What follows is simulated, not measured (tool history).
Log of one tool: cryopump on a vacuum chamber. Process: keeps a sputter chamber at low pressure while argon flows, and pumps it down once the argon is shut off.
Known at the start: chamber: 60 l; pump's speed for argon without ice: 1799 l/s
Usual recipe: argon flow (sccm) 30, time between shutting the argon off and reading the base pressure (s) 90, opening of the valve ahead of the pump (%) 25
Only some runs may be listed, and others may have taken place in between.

run	day	argon flow (sccm)	time between shutting the argon off and reading the base pressure (s)	opening of the valve ahead of the pump (%)	pressure while argon flows (Pa)	pressure after the wait (uPa)
1	0	30	90	25	0.1136	1.38
2	0.596	30	41	25	0.1124	2.56
3	1.162	30	159	25	0.1109	1.04
4	1.717	30	90	25	0.114	1.43
5	2.35	30	90	31	0.0927	1.45
6	2.642	30	90	31	0.0911	1.5
7	3.038	30	90	31	0.0928	1.45
8	3.496	30	90	31	0.091	1.46
9	3.929	30	52	31	0.0929	2.15
10	4.362	30	52	31	0.0911	2.11
11	4.662	30	52	31	0.0916	2.09
12	4.996	30	52	31	0.0926	2.11
13	5.438	30	90	25	0.1146	1.45
14	6.079	30	90	25	0.114	1.45
15	6.721	59	90	25	0.2242	1.47
16	7.129	59	90	25	0.225	1.46
17	7.758	30	27	52	0.0562	3.46
18	8.288	30	27	52	0.0563	3.58
19	8.871	30	27	52	0.0558	3.59
20	9.129	30	27	52	0.0559	3.61
21	9.658	30	27	52	0.0554	3.64
22	10.262	30	29	38	0.0761	3.45
23	10.571	41	29	19	0.2033	3.41
24	11.054	16	180	32	0.0473	1.04
25	11.375	23	55	25	0.0882	2
26	11.929	23	55	25	0.0876	2.08
27	12.575	23	55	25	0.0891	2.08
28	13.025	30	31	41	0.0703	3.29

Branching from run 28: 4 alternative next runs. What would each branch give?
A	13.55	30	90	40	?	?
B	13.55	30	38	41	?	?
C	13.55	30	237	41	?	?
D	13.55	23	64	17	?	?

run	pressure while argon flows (Pa)	pressure after the wait (uPa)
A	0.072	1.5
B	0.0708	2.81
C	0.0713	0.89
D	0.128	1.89
Without the tool's hidden state the same runs would have given:
run	pressure while argon flows (Pa)	pressure after the wait (uPa)
A	0.0697	1.1
B	0.0685	2.4
C	0.0691	0.48
D	0.1263	1.48
